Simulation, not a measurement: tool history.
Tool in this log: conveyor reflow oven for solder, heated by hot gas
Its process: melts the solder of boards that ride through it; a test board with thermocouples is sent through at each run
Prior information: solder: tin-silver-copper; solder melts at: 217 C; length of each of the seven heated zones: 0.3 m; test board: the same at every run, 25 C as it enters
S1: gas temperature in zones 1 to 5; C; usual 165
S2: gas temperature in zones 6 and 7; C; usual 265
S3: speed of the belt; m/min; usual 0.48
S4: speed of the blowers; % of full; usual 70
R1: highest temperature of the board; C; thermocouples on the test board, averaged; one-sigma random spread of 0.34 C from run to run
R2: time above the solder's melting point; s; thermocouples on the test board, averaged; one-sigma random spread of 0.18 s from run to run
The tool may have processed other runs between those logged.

Run 1, hour 0: usual settings. Result: R1 250.6 C, R2 54.3 s.
Run 2, hour 64.4: usual settings. Result: R1 250 C, R2 54 s.
At hour 119.4: flux residue cleaned out of gas plates and filters.
Run 3, hour 119.4: usual settings but S3 0.461 m/min. Result: R1 252.5 C, R2 59 s.
Run 4, hour 149.8: usual settings but S1 179 C. Result: R1 253.4 C, R2 61.4 s.
At hour 200.5: thermocouples of zones 6 and 7 changed.
Run 5, hour 216.2: usual settings but S3 0.43 m/min. Result: R1 255.7 C, R2 66.6 s.
Run 6, hour 263: usual settings but S3 0.43 m/min. Result: R1 255.5 C, R2 66 s.
Run 7, hour 328.1: usual settings but S3 0.43 m/min. Result: R1 255.9 C, R2 66.2 s.
Run 8, hour 362.9: usual settings but S1 155 C. Result: R1 251.5 C, R2 52.5 s.
Run 9, hour 398.6: usual settings but S1 155 C. Result: R1 251.3 C, R2 52.5 s.
Run 10, hour 460.2: usual settings but S1 155 C. Result: R1 251.1 C, R2 52.3 s.
Run 11, hour 504.8: usual settings but S1 155 C. Result: R1 250.3 C, R2 51.8 s.
Run 12, hour 566.3: usual settings but S1 155 C. Result: R1 250.1 C, R2 52 s.
Run 13, hour 619.4: usual settings but S1 155 C, S3 0.535 m/min. Result: R1 246.7 C, R2 42.7 s.
Run 14, hour 673: usual settings but S3 0.413 m/min. Result: R1 255.2 C, R2 69.1 s.
At hour 692.8: flux residue cleaned out of gas plates and filters.
Run 15, hour 716.1: usual settings but S3 0.413 m/min. Result: R1 256.5 C, R2 69.8 s.
Run 16, hour 749: usual settings but S1 174 C, S2 273 C, S3 0.444 m/min, S4 59 % of full. Result: R1 261.8 C, R2 70.5 s.
Run 17, hour 800.2: usual settings but S1 170 C, S2 261 C, S3 0.5 m/min, S4 59 % of full. Result: R1 247 C, R2 51.1 s.
Run 18, hour 833.6: usual settings but S1 170 C, S2 261 C, S3 0.5 m/min, S4 59 % of full. Result: R1 246.5 C, R2 51 s.
Run 19, hour 887.6: usual settings but S2 264 C, S4 67 % of full. Result: R1 251.3 C, R2 55.7 s.
Run 20, hour 950.9: usual settings but S1 173 C, S2 264 C, S4 65 % of full. Result: R1 251.7 C, R2 58.3 s.
Run 21, hour 990.1: usual settings but S1 173 C, S2 264 C, S4 65 % of full. Result: R1 250.8 C, R2 58.1 s.
Run 22, hour 1054.9: usual settings but S1 176 C, S2 264 C, S4 63 % of full. Result: R1 251.2 C, R2 59.2 s.
Run 23, hour 1082.2: usual settings but S1 166 C, S3 0.511 m/min. Result: R1 250 C, R2 51.1 s.
Run 24, hour 1114.4: usual settings but S1 156 C, S3 0.511 m/min, S4 69 % of full. Result: R1 248 C, R2 47.1 s.
Run 25, hour 1180.3: usual settings but S1 177 C, S2 272 C, S3 0.556 m/min, S4 69 % of full. Result: R1 254.7 C, R2 52.8 s.
Run 26, hour 1214.4: usual settings but S2 272 C, S3 0.533 m/min, S4 69 % of full. Result: R1 253.2 C, R2 50.9 s.
Run 27, hour 1250.8: usual settings but S1 169 C, S2 280 C, S3 0.399 m/min, S4 69 % of full. Result: R1 269.6 C, R2 82.3 s.
At hour 1260.8: flux residue cleaned out of gas plates and filters.
Run 28, hour 1321.2: usual settings but S3 0.461 m/min. Result: R1 252.6 C, R2 60 s.
Run 29, hour 1384.4: usual settings but S3 0.565 m/min, S4 87 % of full. Result: R1 249 C, R2 45.5 s.

Alternative continuations, all from the tool just after run 29; predict every row:
Run A, hour 1412.1: usual settings but S1 172 C, S3 0.424 m/min, S4 80 % of full. Result: R1 ?, R2 ?.
Run B, hour 1412.1: usual settings but S1 176 C, S2 269 C, S3 0.453 m/min, S4 87 % of full. Result: R1 ?, R2 ?.
Run C, hour 1412.1: usual settings but S3 0.468 m/min, S4 77 % of full. Result: R1 ?, R2 ?.
Run D, hour 1412.1: usual settings but S1 171 C, S3 0.565 m/min, S4 65 % of full. Result: R1 ?, R2 ?.
Run E, hour 1412.1: usual settings but S1 169 C, S4 73 % of full. Result: R1 ?, R2 ?.

run     R1    R2
  A  255.8  70.9
  B  259.3  69.5
  C  252.5  59.8
  D  246.5  45.3
  E  251.4  58.6
Without the tool's hidden state the same runs would have given:
run     R1    R2
  A  258.1  69.4
  B  261.5    68
  C  254.6  58.8
  D  248.3  44.6
  E  253.5  57.6
